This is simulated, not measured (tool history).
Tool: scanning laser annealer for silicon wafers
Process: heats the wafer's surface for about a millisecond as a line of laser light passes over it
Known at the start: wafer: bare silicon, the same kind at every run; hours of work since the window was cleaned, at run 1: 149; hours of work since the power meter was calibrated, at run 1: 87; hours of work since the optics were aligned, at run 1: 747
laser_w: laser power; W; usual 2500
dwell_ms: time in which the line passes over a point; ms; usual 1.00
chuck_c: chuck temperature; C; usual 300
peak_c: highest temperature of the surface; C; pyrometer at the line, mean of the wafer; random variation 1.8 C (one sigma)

run	hour	laser_w	dwell_ms	chuck_c	hours of work since the window was cleaned	hours of work since the power meter was calibrated	hours of work since the optics were aligned	peak_c
1	0.0	2500	1.00	300	149	87	747	994
2	4.1	2471	1.00	300	151	88	749	983
3	9.7	2471	1.00	300	153	91	751	987
4	16.3	2471	1.00	300	156	93	754	986
5	20.5	2471	1.00	300	158	95	756	986
6	25.3	2471	1.00	300	160	97	758	988
7	33.4	2398	1.00	300	163	101	761	963
8	39.8	2398	1.00	290	166	103	764	954
9	48.2	2398	1.00	290	170	107	767	953
10	54.1	2398	1.00	290	172	109	770	950
11	59.7	2500	1.00	324	174	112	772	1015
12	64.1	2500	1.00	324	176	114	774	1014
13	71.6	2500	1.00	295	179	117	777	984
14	75.8	2500	1.00	295	181	119	779	984
15	83.3	2500	1.00	300	184	122	782	990
16	91.6	2500	1.00	300	188	125	786	987
17	96.9	2336	1.00	300	190	127	788	944
18	101.2	2336	1.23	300	192	129	790	1028
19	108.6	2336	1.23	300	195	132	793	1027
20	114.4	2336	1.23	300	198	135	795	1029
21	118.7	2336	1.23	300	199	137	797	1026
22	125.3	2336	1.23	300	202	139	800	1030
# hour 129.0: laser's power meter calibrated
23	138.2	2500	0.96	310	206	4	804	985
24	144.1	2500	0.96	340	209	6	806	1010
25	153.7	2500	1.10	340	213	10	811	1067
26	159.2	2500	1.00	266	215	13	813	953
27	163.3	2500	1.11	315	217	14	815	1047
28	170.9	2500	0.99	274	220	18	818	956
29	178.7	2500	0.99	274	223	21	821	955
# hour 188.0: laser's power meter calibrated, once more
30	188.9	2500	0.99	274	226	0	824	950
31	194.8	2543	1.00	300	229	3	827	996
32	200.0	2500	0.77	318	231	5	829	904
33	209.2	2182	1.10	303	235	9	833	935
34	215.1	2306	1.10	305	238	11	835	974
35	221.1	2306	1.10	305	240	14	838	973
36	227.9	2330	1.13	324	243	17	841	1009
37	236.6	2330	1.13	324	247	21	844	1009
38	241.0	2330	1.13	280	248	22	846	966
39	246.5	2330	1.13	280	251	25	848	965
40	254.4	2364	1.18	283	254	28	852	994
41	259.5	2226	1.19	262	256	30	854	938

Measured less the same run without the tool's hidden state. The same run-to-run variation is in both; the gauge's scatter may not be:
The hidden state here: light that passes the window, % of a clean one's; laser's true power over the reading, %; width of the line over the set one, %; drift of the gauge itself on peak_c, C.
run	peak_c
1	-18
2	-17
3	-18
4	-18
5	-18
6	-18
7	-18
8	-18
9	-19
10	-19
11	-20
12	-20
13	-20
14	-21
15	-21
16	-21
17	-20
18	-23
19	-23
20	-23
21	-24
22	-24
23	-21
24	-22
25	-24
26	-23
27	-24
28	-24
29	-23
30	-25
31	-25
32	-22
33	-24
34	-26
35	-26
36	-27
37	-27
38	-27
39	-28
40	-29
41	-28
